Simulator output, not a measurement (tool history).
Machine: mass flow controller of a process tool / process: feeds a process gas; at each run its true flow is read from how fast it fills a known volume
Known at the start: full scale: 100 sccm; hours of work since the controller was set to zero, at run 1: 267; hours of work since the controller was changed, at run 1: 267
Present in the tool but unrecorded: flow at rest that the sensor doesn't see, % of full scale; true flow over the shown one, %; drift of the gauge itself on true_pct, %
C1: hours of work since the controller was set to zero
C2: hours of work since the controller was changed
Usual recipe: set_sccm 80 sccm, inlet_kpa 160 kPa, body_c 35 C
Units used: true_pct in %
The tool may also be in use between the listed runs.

run 1 hour=0 | set_sccm=80 inlet_kpa=160 body_c=35 | C1=267 C2=267 | true_pct=99.12
run 2 hour=65.1 | set_sccm=27 inlet_kpa=160 body_c=35 | C1=309 C2=309 | true_pct=98.36
run 3 hour=170.9 | set_sccm=27 inlet_kpa=160 body_c=24 | C1=377 C2=377 | true_pct=99.31
run 4 hour=286 | set_sccm=80 inlet_kpa=160 body_c=35 | C1=450 C2=450 | true_pct=99.42
run 5 hour=383.2 | set_sccm=80 inlet_kpa=160 body_c=35 | C1=512 C2=512 | true_pct=99.3
run 6 hour=510.4 | set_sccm=80 inlet_kpa=160 body_c=29 | C1=594 C2=594 | true_pct=99.84
run 7 hour=567.7 | set_sccm=80 inlet_kpa=160 body_c=29 | C1=631 C2=631 | true_pct=99.95
run 8 hour=673 | set_sccm=80 inlet_kpa=160 body_c=21 | C1=698 C2=698 | true_pct=100.52
run 9 hour=744.1 | set_sccm=80 inlet_kpa=160 body_c=21 | C1=743 C2=743 | true_pct=100.66
run 10 hour=816.1 | set_sccm=80 inlet_kpa=160 body_c=21 | C1=790 C2=790 | true_pct=100.65
run 11 hour=920.2 | set_sccm=80 inlet_kpa=160 body_c=21 | C1=856 C2=856 | true_pct=100.59
run 12 hour=980.1 | set_sccm=80 inlet_kpa=160 body_c=31 | C1=894 C2=894 | true_pct=99.92
run 13 hour=1045 | set_sccm=16 inlet_kpa=160 body_c=35 | C1=936 C2=936 | true_pct=98.77
run 14 hour=1151 | set_sccm=16 inlet_kpa=160 body_c=35 | C1=1004 C2=1004 | true_pct=98.84
run 15 hour=1218.4 | set_sccm=80 inlet_kpa=156 body_c=35 | C1=1047 C2=1047 | true_pct=99.62
run 16 hour=1323.3 | set_sccm=80 inlet_kpa=156 body_c=35 | C1=1114 C2=1114 | true_pct=99.76
run 17 hour=1446.3 | set_sccm=80 inlet_kpa=160 body_c=22 | C1=1193 C2=1193 | true_pct=100.77
run 18 hour=1567.7 | set_sccm=80 inlet_kpa=177 body_c=27 | C1=1270 C2=1270 | true_pct=100.31
run 19 hour=1682.1 | set_sccm=80 inlet_kpa=177 body_c=27 | C1=1344 C2=1344 | true_pct=100.52
run 20 hour=1740 | set_sccm=80 inlet_kpa=177 body_c=27 | C1=1381 C2=1381 | true_pct=100.4
run 21 hour=1837.6 | set_sccm=18 inlet_kpa=165 body_c=32 | C1=1443 C2=1443 | true_pct=99.37
run 22 hour=1950.8 | set_sccm=80 inlet_kpa=173 body_c=39 | C1=1516 C2=1516 | true_pct=99.59
run 23 hour=2026.3 | set_sccm=26 inlet_kpa=148 body_c=27 | C1=1564 C2=1564 | true_pct=99.9
run 24 hour=2127.2 | set_sccm=26 inlet_kpa=148 body_c=27 | C1=1629 C2=1629 | true_pct=99.97
run 25 hour=2222.9 | set_sccm=82 inlet_kpa=194 body_c=26 | C1=1690 C2=1690 | true_pct=100.53
run 26 hour=2291 | set_sccm=82 inlet_kpa=194 body_c=26 | C1=1733 C2=1733 | true_pct=100.59
run 27 hour=2371.8 | set_sccm=12 inlet_kpa=194 body_c=23 | C1=1785 C2=1785 | true_pct=100.78
run 28 hour=2442.9 | set_sccm=19 inlet_kpa=276 body_c=35 | C1=1831 C2=1831 | true_pct=99.29
run 29 hour=2523.6 | set_sccm=23 inlet_kpa=160 body_c=32 | C1=1882 C2=1882 | true_pct=99.65
run 30 hour=2619.5 | set_sccm=17 inlet_kpa=262 body_c=30 | C1=1944 C2=1944 | true_pct=99.85
run 31 hour=2711.4 | set_sccm=24 inlet_kpa=188 body_c=35 | C1=2002 C2=2002 | true_pct=99.32
run 32 hour=2832.9 | set_sccm=24 inlet_kpa=188 body_c=35 | C1=2080 C2=2080 | true_pct=99.56
run 33 hour=2916.4 | set_sccm=80 inlet_kpa=160 body_c=29 | C1=2134 C2=2134 | true_pct=100.58
run 34 hour=2973 | set_sccm=80 inlet_kpa=258 body_c=35 | C1=2170 C2=2170 | true_pct=99.97

4 options for the next run, each taken on its own from the tool as it stands now. Forecast them:
run A hour=3033.3 | set_sccm=80 inlet_kpa=160 body_c=29 | C1=2208 C2=2208 | true_pct=?
run B hour=3033.3 | set_sccm=24 inlet_kpa=152 body_c=38 | C1=2208 C2=2208 | true_pct=?
run C hour=3033.3 | set_sccm=80 inlet_kpa=237 body_c=32 | C1=2208 C2=2208 | true_pct=?
run D hour=3033.3 | set_sccm=80 inlet_kpa=157 body_c=20 | C1=2208 C2=2208 | true_pct=?

run=A true_pct=100.66
run=B true_pct=99.5
run=C true_pct=100.09
run=D true_pct=101.32
Stripped of hidden state, with their random variation kept, the same runs would have yielded:
run=A true_pct=99.43
run=B true_pct=97.68
run=C true_pct=98.86
run=D true_pct=100.1
